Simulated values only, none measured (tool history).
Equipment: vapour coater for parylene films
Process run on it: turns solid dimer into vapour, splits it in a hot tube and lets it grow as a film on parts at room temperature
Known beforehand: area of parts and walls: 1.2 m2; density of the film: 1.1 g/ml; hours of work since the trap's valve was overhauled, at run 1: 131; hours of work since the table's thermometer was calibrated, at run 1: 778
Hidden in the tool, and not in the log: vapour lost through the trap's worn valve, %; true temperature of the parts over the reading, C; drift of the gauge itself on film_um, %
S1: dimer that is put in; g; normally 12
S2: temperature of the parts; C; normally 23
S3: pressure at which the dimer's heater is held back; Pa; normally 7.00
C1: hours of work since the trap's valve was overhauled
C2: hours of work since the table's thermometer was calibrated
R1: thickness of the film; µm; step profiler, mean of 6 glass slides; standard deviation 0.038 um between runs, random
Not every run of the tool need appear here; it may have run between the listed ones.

run	hour	S1	S2	S3	C1	C2	R1
1	0.0	12	23	7.00	131	778	3.79
2	29.3	12	23	7.00	151	797	3.82
3	46.0	12	23	7.00	162	809	3.82
4	74.2	12	23	4.51	181	827	4.19
5	94.7	12	23	4.51	195	841	4.18
6	118.6	12	15	4.51	211	857	4.79
7	136.6	12	15	4.51	223	869	4.88
8	161.6	12	23	7.00	239	886	3.75
9	188.1	12	23	7.00	257	904	3.74
10	203.5	12	23	7.00	267	914	3.72
11	226.3	12	23	2.01	283	929	4.91
12	246.6	12	23	2.01	296	943	4.89
13	263.3	12	23	2.01	308	954	4.89
14	290.2	12	23	7.00	326	972	3.68
15	303.8	12	23	7.00	335	981	3.61
16	322.9	12	23	7.00	348	994	3.72
17	351.4	12	23	7.00	367	1013	3.58
18	372.8	12	23	7.00	381	1027	3.61
19	392.5	12	23	7.00	394	1041	3.64
20	409.8	12	23	7.00	406	1052	3.61
21	431.9	12	23	7.00	421	1067	3.54
22	449.4	12	23	7.00	432	1079	3.50
23	470.9	12	23	7.00	447	1093	3.58
24	486.2	12	17	5.01	457	1103	4.26
25	507.0	12	17	5.01	471	1117	4.35
26	525.5	12	23	7.10	483	1130	3.53
# hour 532.2: trap's valve overhauled
27	555.7	12	23	7.10	16	1147	3.48
28	577.8	12	27	6.10	30	1162	3.31
29	592.9	12	30	4.30	41	1172	3.42
30	617.7	12	19	7.00	57	1189	3.72
31	636.7	16	15	2.21	70	1202	6.88
# hour 650.2: trap's valve overhauled, once more
32	660.7	21	17	2.21	7	1215	10.09
33	673.0	19	18	8.20	15	1223	6.61
34	686.6	19	18	8.20	24	1232	6.55
35	700.5	15	15	9.22	34	1242	5.43
36	727.7	12	33	2.91	52	1260	3.88
37	741.4	6	20	2.75	61	1269	2.52
38	761.0	6	29	5.34	74	1282	1.81
39	788.8	5	22	5.34	93	1301	1.77
40	818.2	7	22	2.15	113	1320	3.02
41	846.0	11	16	9.68	131	1339	3.77
42	861.8	8	21	6.12	142	1350	2.77
43	888.9	8	34	5.02	160	1368	2.23
44	910.8	8	34	5.02	175	1382	2.21
45	924.8	8	18	7.59	184	1392	2.74
46	939.2	8	18	7.59	194	1401	2.77

Describe how what the log doesn't record of the tool's condition differs between the last listed run preceding each entry between runs and the first listed run following it.
Between runs 26 and 27: trap's valve overhauled (hour 532.2)
  vapour lost through the trap's worn valve, %: 10.6 -> 12.3; true temperature of the parts over the reading, C: 0.72 -> 0.73
  measured result minus the result with no hidden state, R1: -0.47 -> -0.54 µm
Between runs 31 and 32: trap's valve overhauled, once more (hour 650.2)
  vapour lost through the trap's worn valve, %: 13.5 -> 0.1; true temperature of the parts over the reading, C: 0.76 -> 0.77
  measured result minus the result with no hidden state, R1: -1.20 -> -0.16 µm

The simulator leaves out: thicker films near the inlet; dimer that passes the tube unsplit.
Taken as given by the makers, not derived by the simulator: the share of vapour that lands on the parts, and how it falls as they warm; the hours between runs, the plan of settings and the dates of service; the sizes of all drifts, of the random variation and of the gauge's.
